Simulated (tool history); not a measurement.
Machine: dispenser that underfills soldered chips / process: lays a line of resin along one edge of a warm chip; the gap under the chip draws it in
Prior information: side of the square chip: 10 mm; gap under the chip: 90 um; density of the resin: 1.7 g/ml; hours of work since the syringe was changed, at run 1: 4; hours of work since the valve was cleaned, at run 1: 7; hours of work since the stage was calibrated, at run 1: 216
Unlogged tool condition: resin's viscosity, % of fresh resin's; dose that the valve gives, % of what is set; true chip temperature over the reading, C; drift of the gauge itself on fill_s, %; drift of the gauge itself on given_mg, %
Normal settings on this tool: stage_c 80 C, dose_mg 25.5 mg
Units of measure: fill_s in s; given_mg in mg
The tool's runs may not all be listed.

| run | hour | stage_c | dose_mg | hours of work since the syringe was changed | hours of work since the valve was cleaned | hours of work since the stage was calibrated | fill_s | given_mg |
|---|---|---|---|---|---|---|---|---|
| 1 | 0 | 80 | 25.5 | 4 | 7 | 216 | 64.4 | 25.21 |
| 2 | 5.9 | 80 | 25.5 | 8 | 11 | 220 | 84.1 | 25.12 |
|  | 8.9 | new syringe of resin |
| 3 | 10.6 | 80 | 25.5 | 1 | 14 | 223 | 54.9 | 25.52 |
| 4 | 16.8 | 80 | 25.5 | 5 | 18 | 227 | 71.7 | 25.14 |
| 5 | 20.1 | 80 | 25.5 | 8 | 20 | 229 | 82.1 | 25 |
|  | 23.7 | new syringe of resin |
| 6 | 26 | 80 | 25.5 | 2 | 24 | 233 | 56.1 | 25.01 |
| 7 | 30.2 | 80 | 25.5 | 4 | 27 | 236 | 67.9 | 24.87 |
| 8 | 34.2 | 87 | 25.5 | 7 | 29 | 239 | 62 | 24.96 |
|  | 38.9 | new syringe of resin |
| 9 | 41.4 | 87 | 25.5 | 2 | 34 | 243 | 44 | 24.85 |
| 10 | 46.5 | 87 | 25.5 | 5 | 38 | 247 | 54.7 | 24.64 |
| 11 | 51.1 | 87 | 25.5 | 8 | 41 | 250 | 65.8 | 24.74 |
|  | 53.9 | new syringe of resin |
| 12 | 54.7 | 80 | 25.5 | 1 | 43 | 252 | 53.3 | 24.61 |
| 13 | 58.9 | 80 | 30.5 | 3 | 46 | 255 | 64.7 | 29.39 |
| 14 | 64.2 | 80 | 30.5 | 7 | 50 | 259 | 79.3 | 29.31 |
|  | 68.7 | new syringe of resin |
| 15 | 69.6 | 80 | 30.5 | 1 | 53 | 262 | 53.9 | 29.25 |
| 16 | 77.4 | 80 | 25.5 | 6 | 58 | 268 | 75.4 | 24.17 |
| 17 | 82 | 80 | 25.5 | 9 | 62 | 271 | 91.3 | 24.29 |
|  | 83.7 | new syringe of resin |
| 18 | 86.4 | 80 | 25.5 | 2 | 64 | 273 | 56.8 | 24.02 |
| 19 | 93.2 | 66 | 31 | 6 | 69 | 278 | 131 | 29.13 |
|  | 98.7 | new syringe of resin |
| 20 | 101.4 | 66 | 31 | 2 | 74 | 284 | 97.9 | 28.79 |
| 21 | 109 | 66 | 26.1 | 7 | 80 | 289 | 134.4 | 24.22 |
| 22 | 113.1 | 84 | 24.6 | 10 | 82 | 291 | 83.3 | 22.71 |
|  | 113.9 | new syringe of resin |
| 23 | 117.1 | 84 | 24.6 | 2 | 85 | 294 | 53.1 | 22.86 |
| 24 | 121.9 | 78 | 33 | 5 | 88 | 297 | 78.3 | 30.72 |
| 25 | 128 | 88 | 27 | 10 | 92 | 301 | 72 | 24.55 |
|  | 128.9 | new syringe of resin |
| 26 | 132.3 | 72 | 25.1 | 2 | 95 | 304 | 80.2 | 22.95 |
| 27 | 138.4 | 81 | 32.9 | 7 | 99 | 308 | 73 | 29.8 |
|  | 143.7 | new syringe of resin |
|  | 145.4 | dispensing valve cleaned and set on the balance |
| 28 | 146.5 | 67 | 22.7 | 1 | 1 | 313 | 92.4 | 22.54 |
| 29 | 149.8 | 67 | 22.5 | 3 | 3 | 315 | 105.9 | 22.4 |

Run 30, settings as shown, results not yet in. Your forecast:
| 30 | 155.3 | 66 | 22.5 | 7 | 7 | 319 | ? | ? |

fill_s: 139.9 s
given_mg: 22.26 mg
With the hidden condition absent and the run-to-run variation left alone, this run would have shown fill_s 84.8 s, given_mg 22.43 mg.
